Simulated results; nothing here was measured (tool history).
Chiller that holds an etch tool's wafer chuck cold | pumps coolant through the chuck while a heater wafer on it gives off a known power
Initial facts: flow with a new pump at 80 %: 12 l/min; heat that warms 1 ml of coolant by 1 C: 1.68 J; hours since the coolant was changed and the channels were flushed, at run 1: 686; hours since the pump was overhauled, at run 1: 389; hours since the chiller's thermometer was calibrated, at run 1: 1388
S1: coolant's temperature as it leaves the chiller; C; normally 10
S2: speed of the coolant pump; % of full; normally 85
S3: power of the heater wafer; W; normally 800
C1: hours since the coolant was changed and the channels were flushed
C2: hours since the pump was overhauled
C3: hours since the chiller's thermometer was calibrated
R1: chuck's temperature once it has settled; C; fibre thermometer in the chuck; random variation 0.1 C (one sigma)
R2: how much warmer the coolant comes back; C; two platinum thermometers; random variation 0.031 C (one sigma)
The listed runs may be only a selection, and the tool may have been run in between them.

run 1 hour=0 | S1=10 S2=85 S3=800 | C1=686 C2=389 C3=1388 | R1=15.4 R2=2.26
run 2 hour=202.2 | S1=10 S2=85 S3=800 | C1=889 C2=591 C3=1590 | R1=15.6 R2=2.31
run 3 hour=328.4 | S1=10 S2=85 S3=800 | C1=1015 C2=717 C3=1716 | R1=15.5 R2=2.24
run 4 hour=507.4 | S1=10 S2=85 S3=800 | C1=1194 C2=896 C3=1895 | R1=15.7 R2=2.28
run 5 hour=706.5 | S1=10 S2=85 S3=800 | C1=1393 C2=1095 C3=2094 | R1=15.9 R2=2.35
run 6 hour=816.8 | S1=10 S2=85 S3=800 | C1=1503 C2=1205 C3=2204 | R1=15.8 R2=2.32
run 7 hour=1005 | S1=10 S2=85 S3=800 | C1=1691 C2=1393 C3=2393 | R1=15.9 R2=2.27
run 8 hour=1178.4 | S1=10 S2=85 S3=800 | C1=1865 C2=1567 C3=2566 | R1=16 R2=2.36
run 9 hour=1354.5 | S1=10 S2=85 S3=800 | C1=2041 C2=1743 C3=2742 | R1=16.3 R2=2.34
run 10 hour=1467 | S1=10 S2=85 S3=800 | C1=2153 C2=1856 C3=2855 | R1=16.2 R2=2.35
run 11 hour=1661.5 | S1=10 S2=85 S3=800 | C1=2348 C2=2050 C3=3049 | R1=16.4 R2=2.39
run 12 hour=1779.9 | S1=10 S2=85 S3=800 | C1=2466 C2=2168 C3=3168 | R1=16.3 R2=2.35
run 13 hour=1983.3 | S1=10 S2=85 S3=800 | C1=2670 C2=2372 C3=3371 | R1=16.6 R2=2.39
run 14 hour=2155.3 | S1=10 S2=85 S3=634 | C1=2842 C2=2544 C3=3543 | R1=15.5 R2=1.9
run 15 hour=2267.3 | S1=1 S2=74 S3=800 | C1=2954 C2=2656 C3=3655 | R1=8.3 R2=2.81
run 16 hour=2451.2 | S1=5 S2=66 S3=800 | C1=3138 C2=2840 C3=3839 | R1=13 R2=3.23
run 17 hour=2552.8 | S1=5 S2=80 S3=800 | C1=3239 C2=2941 C3=3940 | R1=12 R2=2.59
-- hour=2621.2 chiller's thermometer calibrated
run 18 hour=2705.2 | S1=13 S2=80 S3=776 | C1=3391 C2=3093 C3=84 | R1=18.9 R2=2.54
run 19 hour=2876.3 | S1=13 S2=80 S3=776 | C1=3562 C2=3264 C3=255 | R1=18.8 R2=2.5
run 20 hour=3077 | S1=13 S2=80 S3=776 | C1=3762 C2=3465 C3=456 | R1=18.9 R2=2.56
run 21 hour=3239.3 | S1=19 S2=98 S3=956 | C1=3925 C2=3627 C3=618 | R1=25.5 R2=2.49
run 22 hour=3386.4 | S1=18 S2=96 S3=1012 | C1=4072 C2=3774 C3=765 | R1=25.1 R2=2.69
run 23 hour=3534.2 | S1=8 S2=96 S3=1189 | C1=4220 C2=3922 C3=913 | R1=16.5 R2=3.2
run 24 hour=3694.4 | S1=8 S2=96 S3=1189 | C1=4380 C2=4082 C3=1073 | R1=16.5 R2=3.24
-- hour=3715.5 coolant changed, channels flushed
run 25 hour=3835.3 | S1=8 S2=96 S3=1189 | C1=120 C2=4217 C3=1208 | R1=15.4 R2=3.17
run 26 hour=3990 | S1=10 S2=86 S3=710 | C1=274 C2=4371 C3=1363 | R1=14.9 R2=2.21

Each row is a separate what-if for the run after 26, all from the same tool condition, not one after another. Results?
run A hour=4138.4 | S1=17 S2=70 S3=994 | C1=423 C2=4520 C3=1511 | R1=? R2=?
run B hour=4138.4 | S1=10 S2=65 S3=800 | C1=423 C2=4520 C3=1511 | R1=? R2=?
run C hour=4138.4 | S1=1 S2=96 S3=710 | C1=423 C2=4520 C3=1511 | R1=? R2=?

run=A R1=25.1 R2=3.91
run=B R1=16.7 R2=3.46
run=C R1=5.7 R2=1.95
Stripped of hidden state, with their random variation kept, the same runs would have yielded:
run=A R1=24 R2=3.46
run=B R1=15.7 R2=3.06
run=C R1=4.9 R2=1.73
